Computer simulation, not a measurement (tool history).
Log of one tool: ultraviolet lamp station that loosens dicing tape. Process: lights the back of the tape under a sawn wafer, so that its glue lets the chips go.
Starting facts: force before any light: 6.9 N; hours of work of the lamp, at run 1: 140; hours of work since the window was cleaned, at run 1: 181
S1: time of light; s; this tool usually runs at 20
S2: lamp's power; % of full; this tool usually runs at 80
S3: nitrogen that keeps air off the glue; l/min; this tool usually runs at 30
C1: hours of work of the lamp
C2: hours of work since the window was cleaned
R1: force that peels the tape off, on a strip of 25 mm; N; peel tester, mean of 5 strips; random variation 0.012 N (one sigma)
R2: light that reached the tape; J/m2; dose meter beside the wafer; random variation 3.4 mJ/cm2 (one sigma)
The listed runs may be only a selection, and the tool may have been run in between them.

run	hour	S1	S2	S3	C1	C2	R1	R2
1	0	20	80	30	140	181	0.809	4580
2	15.3	20	80	30	148	189	0.825	4560
3	40.4	20	80	30	162	203	0.828	4460
4	62.7	20	80	30	174	215	0.848	4370
5	88.9	20	80	23	188	229	1.004	4300
6	104.9	20	97	30	197	238	0.617	5180
# hour 107.7: window cleaned of glue's vapour
7	118.4	20	87	30	204	6	0.818	4460
8	129.8	20	87	30	210	12	0.848	4450
9	152.9	20	87	10	223	25	1.627	4400
10	171.8	20	61	10	233	35	2.458	3060
11	186.1	16	63	10	241	43	2.874	2480
# hour 190.8: window cleaned of glue's vapour, once more
12	200.6	33	63	23	248	5	0.475	6260
13	222.4	33	63	33	260	17	0.396	6240
14	235.5	14	92	19	267	24	1.408	3840
15	262.7	14	92	19	282	39	1.455	3730

Alternative continuations, all from the tool just after run 15; predict every row:
A	283.1	20	80	16	293	50	?	?
B	283.1	18	92	29	293	50	?	?
C	283.1	16	70	16	293	50	?	?
D	283.1	10	60	30	293	50	?	?

run	R1	R2
A	1.126	4600
B	0.746	4740
C	1.959	3240
D	2.901	1740
What these runs would have given with no unlogged condition in the tool:
run	R1	R2
A	0.82	5500
B	0.522	5680
C	1.541	3880
D	2.459	2080
